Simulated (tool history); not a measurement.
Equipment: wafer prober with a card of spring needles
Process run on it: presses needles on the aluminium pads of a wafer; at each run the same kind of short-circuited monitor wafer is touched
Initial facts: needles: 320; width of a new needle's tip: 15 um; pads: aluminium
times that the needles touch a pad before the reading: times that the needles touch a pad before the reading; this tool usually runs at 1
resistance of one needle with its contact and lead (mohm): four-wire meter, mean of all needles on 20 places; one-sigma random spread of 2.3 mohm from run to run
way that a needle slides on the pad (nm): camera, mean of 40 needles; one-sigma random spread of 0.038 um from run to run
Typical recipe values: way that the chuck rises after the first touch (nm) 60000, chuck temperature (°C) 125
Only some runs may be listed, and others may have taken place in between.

run,hour,way that the chuck rises after the first touch (nm),chuck temperature (°C),times that the needles touch a pad before the reading,resistance of one needle with its contact and lead (mohm),way that a needle slides on the pad (nm)
1,0,60000,125,1,286,15130
# hour 3.2: tips cleaned on abrasive film
# hour 13.4: tips cleaned on abrasive film
2,19.1,60000,125,1,285,15200
# hour 22.8: tips cleaned on abrasive film
# hour 32: tips cleaned on abrasive film
3,37.7,60000,125,1,283,15120
# hour 41.7: tips cleaned on abrasive film
# hour 50.9: tips cleaned on abrasive film
4,50.9,48000,125,1,279,12060
# hour 61.2: tips cleaned on abrasive film
# hour 70.5: tips cleaned on abrasive film
5,71.7,48000,125,1,280,12080
# hour 79.9: tips cleaned on abrasive film
# hour 89.9: tips cleaned on abrasive film
6,94.3,48000,125,1,293,12000
# hour 100: tips cleaned on abrasive film
7,107.3,48000,125,1,310,12060
# hour 110.7: tips cleaned on abrasive film
# hour 120.7: tips cleaned on abrasive film
8,128.3,48000,125,1,315,12010
# hour 129.6: tips cleaned on abrasive film
# hour 139.7: tips cleaned on abrasive film
# hour 149.8: tips cleaned on abrasive film
9,150.2,48000,125,1,274,11970
# hour 159.1: tips cleaned on abrasive film
# hour 167: height of the first contact set anew
# hour 169.4: tips cleaned on abrasive film
10,173.1,48000,125,1,297,12230
# hour 179.6: tips cleaned on abrasive film
11,188.3,60000,125,1,289,15250
# hour 190.4: tips cleaned on abrasive film
# hour 200.4: tips cleaned on abrasive film
# hour 209.4: tips cleaned on abrasive film
12,209.4,60000,125,1,270,15210
# hour 219.2: tips cleaned on abrasive film
13,225.8,60000,125,1,296,15230
# hour 228.3: tips cleaned on abrasive film
# hour 237.9: tips cleaned on abrasive film
14,239.9,60000,125,1,275,15220
# hour 247.3: tips cleaned on abrasive film
15,249.7,42000,69,1,287,10610
# hour 257.4: tips cleaned on abrasive film
16,263.7,78000,125,1,280,19830
# hour 266.8: tips cleaned on abrasive film
# hour 277: tips cleaned on abrasive film
17,279.1,78000,125,1,269,19750
# hour 286.5: tips cleaned on abrasive film
18,292.5,78000,64,1,267,19730
# hour 297.2: tips cleaned on abrasive film
# hour 306.3: tips cleaned on abrasive film
19,313.3,78000,64,1,262,19730
# hour 316.3: tips cleaned on abrasive film
# hour 325.6: tips cleaned on abrasive film
20,326.3,77000,34,2,240,19470
# hour 336.3: tips cleaned on abrasive film
21,337.2,66000,114,2,268,16610
# hour 347: tips cleaned on abrasive film
22,347.8,66000,114,2,268,16570
# hour 356.9: tips cleaned on abrasive film
23,362.4,66000,114,2,277,16600
# hour 365.8: tips cleaned on abrasive film
# hour 375.4: tips cleaned on abrasive film
24,381.1,75000,108,3,267,18850
# hour 386.3: tips cleaned on abrasive film
# hour 396.1: tips cleaned on abrasive film
25,397.6,72000,65,1,253,18140
# hour 405.9: tips cleaned on abrasive film
26,412.8,72000,65,1,269,18110
# hour 415.8: tips cleaned on abrasive film
# hour 424.9: tips cleaned on abrasive film
27,424.9,72000,54,1,245,18050

Branching from run 27: 3 alternative next runs. What would each branch give?
# hour 432.5: height of the first contact set anew
# hour 434.9: tips cleaned on abrasive film
# hour 444.5: tips cleaned on abrasive film
A,448.4,64000,125,2,?,?
# hour 432.5: height of the first contact set anew
# hour 434.9: tips cleaned on abrasive film
# hour 444.5: tips cleaned on abrasive film
B,448.4,66000,76,3,?,?
# hour 432.5: height of the first contact set anew
# hour 434.9: tips cleaned on abrasive film
# hour 444.5: tips cleaned on abrasive film
C,448.4,58000,54,2,?,?

run,resistance of one needle with its contact and lead (mohm),way that a needle slides on the pad (nm)
A,272,16290
B,257,16850
C,260,14750
Take away the tool's hidden state, keep each run's random variation, and the runs would have read:
run,resistance of one needle with its contact and lead (mohm),way that a needle slides on the pad (nm)
A,261,16310
B,251,16860
C,247,14760
